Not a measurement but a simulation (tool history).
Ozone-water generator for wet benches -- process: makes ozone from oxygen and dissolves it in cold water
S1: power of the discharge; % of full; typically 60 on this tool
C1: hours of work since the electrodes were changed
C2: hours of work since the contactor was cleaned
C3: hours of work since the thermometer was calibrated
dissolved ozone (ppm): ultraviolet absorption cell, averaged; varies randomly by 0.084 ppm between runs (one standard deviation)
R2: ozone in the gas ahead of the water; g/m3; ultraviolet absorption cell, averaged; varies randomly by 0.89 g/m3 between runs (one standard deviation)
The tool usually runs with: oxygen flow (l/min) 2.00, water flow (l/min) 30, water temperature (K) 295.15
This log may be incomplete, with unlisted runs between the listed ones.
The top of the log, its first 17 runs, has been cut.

Run 18, hour 1098.5: usual settings but oxygen flow (l/min) 2.44, water flow (l/min) 34; C1 2735; C2 4087; C3 3192. Result: dissolved ozone (ppm) 4.40, R2 114.3 g/m3.
Run 19, hour 1183.5: usual settings but S1 86 % of full, oxygen flow (l/min) 1.94; C1 2792; C2 4144; C3 3249. Result: dissolved ozone (ppm) 6.19, R2 154.9 g/m3.
Run 20, hour 1270.2: usual settings but S1 86 % of full, oxygen flow (l/min) 1.94; C1 2850; C2 4202; C3 3307. Result: dissolved ozone (ppm) 5.90, R2 154.2 g/m3.
Run 21, hour 1318.5: usual settings but S1 86 % of full, oxygen flow (l/min) 1.94; C1 2883; C2 4234; C3 3339. Result: dissolved ozone (ppm) 5.80, R2 153.8 g/m3.
Run 22, hour 1383.6: usual settings but S1 78 % of full, oxygen flow (l/min) 1.12, water temperature (K) 294.15; C1 2926; C2 4278; C3 3383. Result: dissolved ozone (ppm) 4.87, R2 207.0 g/m3.
Run 23, hour 1430.1: usual settings but S1 78 % of full, oxygen flow (l/min) 1.12, water temperature (K) 294.15; C1 2957; C2 4309; C3 3414. Result: dissolved ozone (ppm) 4.96, R2 205.8 g/m3.
Run 24, hour 1511.5: usual settings but S1 47 % of full, water flow (l/min) 33, water temperature (K) 293.15; C1 3012; C2 4363; C3 3469. Result: dissolved ozone (ppm) 4.01, R2 113.1 g/m3.
Run 25, hour 1568.1: usual settings but water flow (l/min) 27, water temperature (K) 291.15; C1 3050; C2 4401; C3 3506. Result: dissolved ozone (ppm) 5.70, R2 126.9 g/m3.
Run 26, hour 1620.1: usual settings but water flow (l/min) 27, water temperature (K) 291.15; C1 3085; C2 4436; C3 3541. Result: dissolved ozone (ppm) 5.76, R2 128.0 g/m3.
Run 27, hour 1677.2: usual settings but water flow (l/min) 27, water temperature (K) 291.15; C1 3123; C2 4474; C3 3580. Result: dissolved ozone (ppm) 5.57, R2 125.1 g/m3.
At hour 1762.4: contactor cleaned.
Run 28, hour 1762.5: usual settings but water flow (l/min) 27, water temperature (K) 291.15; C1 3177; C2 0; C3 3634. Result: dissolved ozone (ppm) 5.66, R2 124.4 g/m3.
Run 29, hour 1841.4: usual settings but water flow (l/min) 27, water temperature (K) 291.15; C1 3230; C2 53; C3 3687. Result: dissolved ozone (ppm) 5.80, R2 124.9 g/m3.
Run 30, hour 1884.6: usual settings but S1 98 % of full, oxygen flow (l/min) 1.36, water flow (l/min) 21, water temperature (K) 294.15; C1 3259; C2 82; C3 3716. Result: dissolved ozone (ppm) 8.75, R2 200.3 g/m3.
Run 31, hour 1941.0: usual settings but S1 98 % of full, oxygen flow (l/min) 1.36, water flow (l/min) 21, water temperature (K) 293.15; C1 3297; C2 120; C3 3753. Result: dissolved ozone (ppm) 8.68, R2 200.0 g/m3.
Run 32, hour 2020.1: usual settings but oxygen flow (l/min) 1.13, water temperature (K) 298.15; C1 3350; C2 173; C3 3806. Result: dissolved ozone (ppm) 4.47, R2 180.8 g/m3.
Run 33, hour 2056.6: usual settings but oxygen flow (l/min) 1.13, water temperature (K) 298.15; C1 3374; C2 197; C3 3831. Result: dissolved ozone (ppm) 4.33, R2 176.7 g/m3.

Branching from run 33: 4 alternative next runs. What would each branch give?
Run A, hour 2133.7: usual settings but S1 68 % of full, oxygen flow (l/min) 2.98, water temperature (K) 293.15; C1 3426; C2 249; C3 3882. Result: dissolved ozone (ppm) ?, R2 ?.
Run B, hour 2133.7: usual settings but water temperature (K) 300.15; C1 3426; C2 249; C3 3882. Result: dissolved ozone (ppm) ?, R2 ?.
Run C, hour 2133.7: usual settings but S1 85 % of full, oxygen flow (l/min) 2.80, water flow (l/min) 29, water temperature (K) 298.15; C1 3426; C2 249; C3 3882. Result: dissolved ozone (ppm) ?, R2 ?.
Run D, hour 2133.7: usual settings but oxygen flow (l/min) 2.60, water temperature (K) 288.15; C1 3426; C2 249; C3 3882. Result: dissolved ozone (ppm) ?, R2 ?.

run  dissolved ozone (ppm)     R2
  A                   5.56  103.6
  B                   4.83  124.3
  C                   6.25  117.8
  D                   5.38  105.8
Without the tool's unlogged condition, the same runs would have read:
run  dissolved ozone (ppm)     R2
  A                   6.81  125.4
  B                   5.81  148.7
  C                   7.79  146.1
  D                   6.49  126.6

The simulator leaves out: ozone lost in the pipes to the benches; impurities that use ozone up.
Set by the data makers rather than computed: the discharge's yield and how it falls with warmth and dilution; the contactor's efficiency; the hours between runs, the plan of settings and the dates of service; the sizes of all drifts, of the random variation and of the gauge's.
